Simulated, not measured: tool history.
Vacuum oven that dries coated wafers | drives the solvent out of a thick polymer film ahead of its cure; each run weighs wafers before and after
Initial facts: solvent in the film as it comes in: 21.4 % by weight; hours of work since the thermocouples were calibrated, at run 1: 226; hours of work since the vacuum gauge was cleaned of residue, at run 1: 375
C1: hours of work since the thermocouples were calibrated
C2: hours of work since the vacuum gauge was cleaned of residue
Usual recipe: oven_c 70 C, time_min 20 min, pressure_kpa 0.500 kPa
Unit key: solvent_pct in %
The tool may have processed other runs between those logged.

run 1 hour=0.0 | oven_c=70 time_min=20 pressure_kpa=0.500 | C1=226 C2=375 | solvent_pct=0.99
run 2 hour=15.6 | oven_c=70 time_min=20 pressure_kpa=0.500 | C1=233 C2=382 | solvent_pct=0.93
run 3 hour=26.8 | oven_c=70 time_min=20 pressure_kpa=0.500 | C1=237 C2=387 | solvent_pct=0.95
run 4 hour=35.1 | oven_c=60 time_min=20 pressure_kpa=0.500 | C1=241 C2=390 | solvent_pct=4.10
run 5 hour=44.1 | oven_c=60 time_min=20 pressure_kpa=0.500 | C1=245 C2=394 | solvent_pct=4.23
run 6 hour=54.1 | oven_c=60 time_min=20 pressure_kpa=0.500 | C1=249 C2=398 | solvent_pct=4.18
run 7 hour=65.3 | oven_c=70 time_min=21 pressure_kpa=0.500 | C1=254 C2=403 | solvent_pct=0.76
run 8 hour=75.0 | oven_c=70 time_min=21 pressure_kpa=0.500 | C1=258 C2=407 | solvent_pct=0.87
run 9 hour=89.7 | oven_c=70 time_min=21 pressure_kpa=0.500 | C1=264 C2=413 | solvent_pct=0.77
run 10 hour=97.8 | oven_c=70 time_min=20 pressure_kpa=0.500 | C1=267 C2=416 | solvent_pct=0.92
run 11 hour=113.7 | oven_c=70 time_min=20 pressure_kpa=0.500 | C1=274 C2=423 | solvent_pct=0.91
run 12 hour=124.6 | oven_c=70 time_min=20 pressure_kpa=0.500 | C1=279 C2=428 | solvent_pct=0.96
run 13 hour=135.9 | oven_c=70 time_min=20 pressure_kpa=0.500 | C1=283 C2=433 | solvent_pct=0.96
run 14 hour=148.3 | oven_c=70 time_min=14 pressure_kpa=0.500 | C1=289 C2=438 | solvent_pct=2.09
-- hour=151.0 vacuum gauge cleaned of residue and calibrated
run 15 hour=158.9 | oven_c=70 time_min=14 pressure_kpa=0.500 | C1=292 C2=3 | solvent_pct=2.12
run 16 hour=177.0 | oven_c=64 time_min=17 pressure_kpa=0.855 | C1=300 C2=11 | solvent_pct=3.52
-- hour=179.9 vacuum gauge cleaned of residue and calibrated, once more
run 17 hour=196.7 | oven_c=79 time_min=20 pressure_kpa=1.797 | C1=308 C2=7 | solvent_pct=0.49
run 18 hour=211.1 | oven_c=79 time_min=20 pressure_kpa=0.957 | C1=314 C2=13 | solvent_pct=0.37
run 19 hour=223.9 | oven_c=77 time_min=20 pressure_kpa=0.421 | C1=319 C2=19 | solvent_pct=0.29

Expected results for the next run?
run 20 hour=235.5 | oven_c=81 time_min=21 pressure_kpa=0.521 | C1=324 C2=23 | solvent_pct=?

solvent_pct: 0.07 %
Minus the tool's unlogged condition, the same run would have read solvent_pct 0.06 %.
